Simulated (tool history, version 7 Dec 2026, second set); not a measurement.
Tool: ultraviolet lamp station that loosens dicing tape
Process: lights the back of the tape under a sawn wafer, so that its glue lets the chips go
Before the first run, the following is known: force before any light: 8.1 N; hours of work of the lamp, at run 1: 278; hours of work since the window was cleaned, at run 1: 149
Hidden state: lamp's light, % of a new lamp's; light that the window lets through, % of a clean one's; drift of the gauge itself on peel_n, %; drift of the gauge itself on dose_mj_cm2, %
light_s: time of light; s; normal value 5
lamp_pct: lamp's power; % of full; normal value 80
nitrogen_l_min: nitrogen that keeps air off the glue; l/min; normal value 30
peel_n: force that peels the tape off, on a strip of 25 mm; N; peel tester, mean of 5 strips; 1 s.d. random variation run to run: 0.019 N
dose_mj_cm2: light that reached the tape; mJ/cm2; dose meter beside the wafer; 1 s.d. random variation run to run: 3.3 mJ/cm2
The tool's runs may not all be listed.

run	hour	light_s	lamp_pct	nitrogen_l_min	hours of work of the lamp	hours of work since the window was cleaned	peel_n	dose_mj_cm2
1	0.0	5	80	30	278	149	0.904	534
2	13.5	5	80	30	284	155	0.914	529
3	21.7	5	80	30	287	159	0.907	523
4	36.7	3	80	30	294	165	2.140	319
5	46.5	5	80	29	298	169	0.882	530
6	62.8	5	80	29	305	176	0.936	530
7	75.8	3	80	30	311	182	2.130	321
8	83.4	5	69	30	314	185	1.218	458
9	97.2	5	69	30	320	191	1.225	458
10	106.9	5	69	30	324	196	1.190	460
11	117.4	5	69	30	329	200	1.189	454
12	131.8	5	80	30	335	206	0.941	529
13	147.0	5	89	30	341	213	0.753	589
14	162.9	5	89	30	348	220	0.772	593
15	175.8	5	89	30	354	225	0.727	585
16	184.6	5	89	30	358	229	0.759	593
17	193.0	5	96	30	361	233	0.624	644
18	202.9	5	96	30	366	237	0.624	637
19	213.6	4	80	30	370	242	1.424	426
20	221.2	4	80	30	374	245	1.381	426
21	229.3	4	80	30	377	249	1.407	428
22	238.8	8	80	30	381	253	0.322	850
23	252.8	3	89	60	387	259	1.414	355
24	262.9	4	88	16	392	263	1.674	466
25	278.2	4	80	24	398	270	1.533	421
26	293.7	5	70	15	405	276	1.763	468
27	305.3	5	70	15	410	281	1.749	471
28	319.6	4	77	15	416	288	2.032	410
# hour 321.6: window cleaned of glue's vapour
29	334.2	4	77	15	422	5	2.037	411
30	345.6	2	63	15	427	10	4.561	168
31	354.5	2	63	15	431	14	4.486	169
32	370.7	2	63	15	438	21	4.509	166
33	380.0	2	82	51	442	25	2.804	221
34	393.6	5	80	42	448	31	0.767	532
35	403.1	5	80	42	452	35	0.758	533
36	412.3	8	80	42	456	39	0.275	857
37	423.0	8	67	42	461	44	0.395	716
38	432.8	3	79	20	465	48	2.457	314
39	445.3	5	62	32	470	54	1.407	414
40	456.4	2	86	20	475	58	3.509	227
41	471.7	2	86	20	482	65	3.469	234
42	481.2	2	86	20	486	69	3.402	229
43	492.4	5	70	11	491	74	2.045	462
44	508.3	5	70	11	498	81	1.975	457

Entry by entry between the runs, the difference in hidden state between the last listed run before and the first listed run after:
After run 28, before run 29: window cleaned of glue's vapour (hour 321.6)
  light that the window lets through, % of a clean one's: 99.8 -> 100
  measured minus no-state result, dose_mj_cm2: -2 -> -1 mJ/cm2
